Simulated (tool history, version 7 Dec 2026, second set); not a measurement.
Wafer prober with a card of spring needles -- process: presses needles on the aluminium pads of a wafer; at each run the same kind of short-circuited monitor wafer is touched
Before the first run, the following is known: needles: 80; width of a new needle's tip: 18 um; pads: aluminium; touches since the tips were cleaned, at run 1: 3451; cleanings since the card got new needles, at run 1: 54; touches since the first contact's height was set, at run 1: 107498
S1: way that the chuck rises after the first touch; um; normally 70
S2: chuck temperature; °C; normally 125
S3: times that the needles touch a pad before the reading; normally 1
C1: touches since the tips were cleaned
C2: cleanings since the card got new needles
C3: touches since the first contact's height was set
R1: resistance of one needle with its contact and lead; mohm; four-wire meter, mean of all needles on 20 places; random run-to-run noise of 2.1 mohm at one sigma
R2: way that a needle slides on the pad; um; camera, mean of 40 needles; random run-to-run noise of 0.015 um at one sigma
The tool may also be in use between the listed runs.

run,hour,S1,S2,S3,C1,C2,C3,R1,R2
1,0.0,70,125,1,3451,54,107498,384,15.12
# hour 4.6: tips cleaned on abrasive film
# hour 14.2: height of the first contact set anew
2,15.1,80,125,1,4292,55,348,368,17.53
# hour 18.2: tips cleaned on abrasive film
# hour 31.5: tips cleaned on abrasive film
3,41.3,70,125,1,4156,57,11387,399,15.28
# hour 45.1: tips cleaned on abrasive film
# hour 58.8: tips cleaned on abrasive film
4,68.1,70,117,1,3932,59,22613,395,15.31
# hour 72.1: tips cleaned on abrasive film
# hour 84.5: tips cleaned on abrasive film
5,94.4,71,125,1,4220,61,33694,396,15.45
# hour 97.6: tips cleaned on abrasive film
# hour 109.8: tips cleaned on abrasive film
6,118.5,71,125,1,3689,63,43806,380,15.44
# hour 123.2: tips cleaned on abrasive film
7,132.6,70,125,1,3952,64,49708,394,15.22
# hour 136.4: tips cleaned on abrasive film
# hour 149.9: tips cleaned on abrasive film
8,153.8,70,125,1,1651,66,58597,328,15.20
# hour 163.5: tips cleaned on abrasive film
9,172.9,70,43,1,4012,67,66668,400,15.19
# hour 177.0: tips cleaned on abrasive film
# hour 189.6: tips cleaned on abrasive film
10,193.5,70,125,1,1632,69,75269,325,15.16
# hour 203.9: tips cleaned on abrasive film
11,206.7,70,125,2,1178,70,80812,278,15.18
# hour 217.3: tips cleaned on abrasive film
12,219.3,70,125,2,828,71,86105,268,15.16
# hour 229.6: tips cleaned on abrasive film
# hour 243.5: tips cleaned on abrasive film
13,245.5,70,69,1,856,73,97115,296,15.15
# hour 256.4: tips cleaned on abrasive film
14,258.9,70,31,1,1062,74,102772,294,15.11
# hour 269.3: tips cleaned on abrasive film
15,281.3,70,125,3,5056,75,112176,305,15.13
# hour 283.8: tips cleaned on abrasive film
# hour 284.1: height of the first contact set anew
# hour 297.2: tips cleaned on abrasive film
16,306.3,53,116,3,3847,77,9380,357,11.61
# hour 309.8: tips cleaned on abrasive film
17,321.0,74,46,3,4761,78,15559,282,16.18
# hour 322.5: tips cleaned on abrasive film
# hour 336.0: tips cleaned on abrasive film
18,341.1,70,66,3,2132,80,23962,263,15.29
# hour 349.3: tips cleaned on abrasive film
# hour 362.0: tips cleaned on abrasive film
19,362.3,54,53,1,126,82,32871,279,11.78
# hour 375.9: tips cleaned on abrasive film
20,383.3,86,55,2,3149,83,41725,283,18.74
# hour 390.2: tips cleaned on abrasive film
# hour 402.9: tips cleaned on abrasive film
21,407.9,70,33,2,2092,85,52026,281,15.23
# hour 416.4: tips cleaned on abrasive film
22,423.6,70,33,2,3030,86,58639,318,15.20
# hour 429.3: tips cleaned on abrasive film
# hour 441.8: tips cleaned on abrasive film
23,441.8,71,28,1,0,88,66273,237,15.41
# hour 454.8: tips cleaned on abrasive film
24,465.8,71,28,1,4650,89,76369,437,15.39
# hour 468.3: tips cleaned on abrasive film
# hour 481.5: tips cleaned on abrasive film
25,491.1,58,34,2,4063,91,87014,401,12.51
# hour 494.0: tips cleaned on abrasive film
26,503.1,72,102,1,3844,92,92025,397,15.58
# hour 507.3: tips cleaned on abrasive film
27,514.0,72,102,1,2838,93,96619,359,15.61

Here are 5 independent what-if runs from the current tool condition. What would each one return?
# hour 520.4: tips cleaned on abrasive film
# hour 532.8: tips cleaned on abrasive film
A,538.4,70,125,2,2387,95,106853,?,?
# hour 520.4: tips cleaned on abrasive film
# hour 532.8: tips cleaned on abrasive film
B,538.4,70,42,2,2387,95,106853,?,?
# hour 520.4: tips cleaned on abrasive film
# hour 532.8: tips cleaned on abrasive film
C,538.4,70,73,1,2387,95,106853,?,?
# hour 520.4: tips cleaned on abrasive film
# hour 532.8: tips cleaned on abrasive film
D,538.4,72,56,2,2387,95,106853,?,?
# hour 520.4: tips cleaned on abrasive film
# hour 532.8: tips cleaned on abrasive film
E,538.4,88,88,1,2387,95,106853,?,?

run,R1,R2
A,309,15.10
B,297,15.11
C,345,15.12
D,290,15.55
E,300,19.08
What these runs would have given with no unlogged condition in the tool:
run,R1,R2
A,238,15.31
B,215,15.31
C,220,15.33
D,215,15.75
E,220,19.28
